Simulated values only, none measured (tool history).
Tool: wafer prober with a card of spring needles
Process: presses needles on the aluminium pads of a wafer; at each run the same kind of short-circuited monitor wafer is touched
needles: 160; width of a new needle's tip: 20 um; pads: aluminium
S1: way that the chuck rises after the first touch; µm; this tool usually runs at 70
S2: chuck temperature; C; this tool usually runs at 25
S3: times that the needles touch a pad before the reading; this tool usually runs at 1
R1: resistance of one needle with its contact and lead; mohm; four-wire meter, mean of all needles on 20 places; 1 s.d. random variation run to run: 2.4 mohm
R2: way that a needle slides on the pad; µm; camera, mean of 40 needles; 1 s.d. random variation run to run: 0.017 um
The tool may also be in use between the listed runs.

run    day  S1   S2  S3   R1     R2
  1      0  70   25   1  272   9.81
     0.304  -- tips cleaned on abrasive film
  2  0.433  70   25   1  273   9.82
  3  0.908  70   25   1  278   9.83
       1.3  -- tips cleaned on abrasive film
  4  1.467  70   25   1  273   9.82
     2.308  -- tips cleaned on abrasive film
  5  2.317  70   25   1  272   9.88
  6  2.908  70   25   1  277   9.88
     3.329  -- tips cleaned on abrasive film
  7  3.329  70   25   1  274   9.89
  8  3.971  70   25   1  277   9.89
     4.329  -- tips cleaned on abrasive film
  9  4.617  70   25   1  273   9.86
 10  5.275  74   33   1  279  10.46
     5.354  -- tips cleaned on abrasive film
 11  5.688  86   30   1  275  12.21
     6.354  -- tips cleaned on abrasive film
 12   6.45  84   25   1  268  11.95
     7.342  -- tips cleaned on abrasive film
 13  7.371  62   52   2  283   8.83
 14    8.1  62  104   2  303   8.86
     8.379  -- tips cleaned on abrasive film
 15  8.967  60   40   1  285   8.55
     9.417  -- tips cleaned on abrasive film
 16  9.796  60   40   1  286   8.61
     10.429  -- tips cleaned on abrasive film
 17  10.45  60   40   1  287   8.61

The same runs without the tool's hidden state, with the same run-to-run variation:
The tool's hidden condition here consists of: debris on the tips, nm; way that the needles fall short of the set height, um; tips' diameter, um; drift of the gauge itself on contact_mohm, %; drift of the gauge itself on scrub_um, %.
run     R2
  1   9.81
  2   9.81
  3   9.81
  4   9.78
  5   9.83
  6   9.82
  7   9.81
  8    9.8
  9   9.76
 10  10.33
 11  12.05
 12  11.78
 13   8.69
 14    8.7
 15   8.38
 16   8.42
 17   8.41
R1: within 1 mohm of the measured result in every run.
